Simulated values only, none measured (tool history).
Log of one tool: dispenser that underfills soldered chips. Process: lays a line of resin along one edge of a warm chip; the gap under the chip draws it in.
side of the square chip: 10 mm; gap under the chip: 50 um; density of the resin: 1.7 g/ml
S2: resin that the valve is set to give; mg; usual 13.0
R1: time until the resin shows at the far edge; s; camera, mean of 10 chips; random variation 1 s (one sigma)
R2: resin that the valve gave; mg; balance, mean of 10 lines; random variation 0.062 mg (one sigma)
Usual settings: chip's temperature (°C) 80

{"run": 1, "hour": 0.0, "chip's temperature (°C)": 80, "S2": 13.0, "R1": 127.3, "R2": 12.92}
{"run": 2, "hour": 7.4, "chip's temperature (°C)": 87, "S2": 13.0, "R1": 131.8, "R2": 12.72}
{"hour": 10.2, "done": "new syringe of resin"}
{"run": 3, "hour": 17.3, "chip's temperature (°C)": 87, "S2": 13.0, "R1": 100.4, "R2": 12.79}
{"run": 4, "hour": 24.3, "chip's temperature (°C)": 87, "S2": 13.0, "R1": 128.6, "R2": 12.7}
{"hour": 27.9, "done": "new syringe of resin"}
{"run": 5, "hour": 33.5, "chip's temperature (°C)": 80, "S2": 13.0, "R1": 117.9, "R2": 12.72}
{"run": 6, "hour": 39.3, "chip's temperature (°C)": 80, "S2": 13.0, "R1": 146.5, "R2": 12.51}
{"run": 7, "hour": 44.6, "chip's temperature (°C)": 80, "S2": 13.0, "R1": 180.6, "R2": 12.58}
{"hour": 45.7, "done": "new syringe of resin"}
{"run": 8, "hour": 49.8, "chip's temperature (°C)": 69, "S2": 13.0, "R1": 174.8, "R2": 12.37}
{"run": 9, "hour": 55.0, "chip's temperature (°C)": 69, "S2": 13.0, "R1": 206.7, "R2": 12.45}
{"run": 10, "hour": 61.4, "chip's temperature (°C)": 80, "S2": 13.0, "R1": 178.5, "R2": 12.37}
{"hour": 63.4, "done": "new syringe of resin"}
{"run": 11, "hour": 70.5, "chip's temperature (°C)": 80, "S2": 13.0, "R1": 132.5, "R2": 12.37}
{"run": 12, "hour": 76.3, "chip's temperature (°C)": 80, "S2": 13.0, "R1": 160.3, "R2": 12.3}
{"hour": 81.1, "done": "new syringe of resin"}
{"run": 13, "hour": 84.9, "chip's temperature (°C)": 90, "S2": 13.0, "R1": 83.8, "R2": 12.27}
{"run": 14, "hour": 93.7, "chip's temperature (°C)": 84, "S2": 11.2, "R1": 150.0, "R2": 10.48}
{"hour": 98.4, "done": "new syringe of resin"}
{"run": 15, "hour": 98.6, "chip's temperature (°C)": 84, "S2": 11.2, "R1": 93.0, "R2": 10.56}
{"hour": 102.3, "done": "dispensing valve cleaned and set on the balance"}
{"run": 16, "hour": 106.8, "chip's temperature (°C)": 82, "S2": 11.2, "R1": 127.5, "R2": 11.22}
{"run": 17, "hour": 115.1, "chip's temperature (°C)": 69, "S2": 12.7, "R1": 269.5, "R2": 12.67}
{"hour": 116.8, "done": "new syringe of resin"}
{"run": 18, "hour": 119.4, "chip's temperature (°C)": 69, "S2": 12.7, "R1": 167.5, "R2": 12.63}
{"run": 19, "hour": 128.1, "chip's temperature (°C)": 94, "S2": 14.0, "R1": 93.7, "R2": 13.84}
{"run": 20, "hour": 133.4, "chip's temperature (°C)": 93, "S2": 14.7, "R1": 114.9, "R2": 14.46}
{"hour": 134.5, "done": "new syringe of resin"}
{"run": 21, "hour": 137.6, "chip's temperature (°C)": 69, "S2": 16.4, "R1": 166.8, "R2": 16.17}
{"run": 22, "hour": 143.8, "chip's temperature (°C)": 71, "S2": 11.4, "R1": 207.4, "R2": 11.23}
{"hour": 151.9, "done": "new syringe of resin"}
{"run": 23, "hour": 152.9, "chip's temperature (°C)": 74, "S2": 12.5, "R1": 134.8, "R2": 12.16}
{"run": 24, "hour": 160.7, "chip's temperature (°C)": 75, "S2": 15.8, "R1": 168.1, "R2": 15.26}

Forecast each of these 5 alternatives for the next run:
{"run": "A", "hour": 165.0, "chip's temperature (°C)": 94, "S2": 13.8, "R1": "?", "R2": "?"}
{"run": "B", "hour": 165.0, "chip's temperature (°C)": 82, "S2": 13.0, "R1": "?", "R2": "?"}
{"run": "C", "hour": 165.0, "chip's temperature (°C)": 80, "S2": 13.1, "R1": "?", "R2": "?"}
{"run": "D", "hour": 165.0, "chip's temperature (°C)": 67, "S2": 12.5, "R1": "?", "R2": "?"}
{"run": "E", "hour": 165.0, "chip's temperature (°C)": 69, "S2": 15.2, "R1": "?", "R2": "?"}

run=A R1=103.2 R2=13.32
run=B R1=154.7 R2=12.59
run=C R1=165.0 R2=12.64
run=D R1=269.0 R2=12.07
run=E R1=240.7 R2=14.72
Without the tool's hidden state the same runs would have given:
run=A R1=60.2 R2=13.77
run=B R1=89.4 R2=13.02
run=C R1=95.2 R2=13.07
run=D R1=154.6 R2=12.48
run=E R1=139.0 R2=15.22
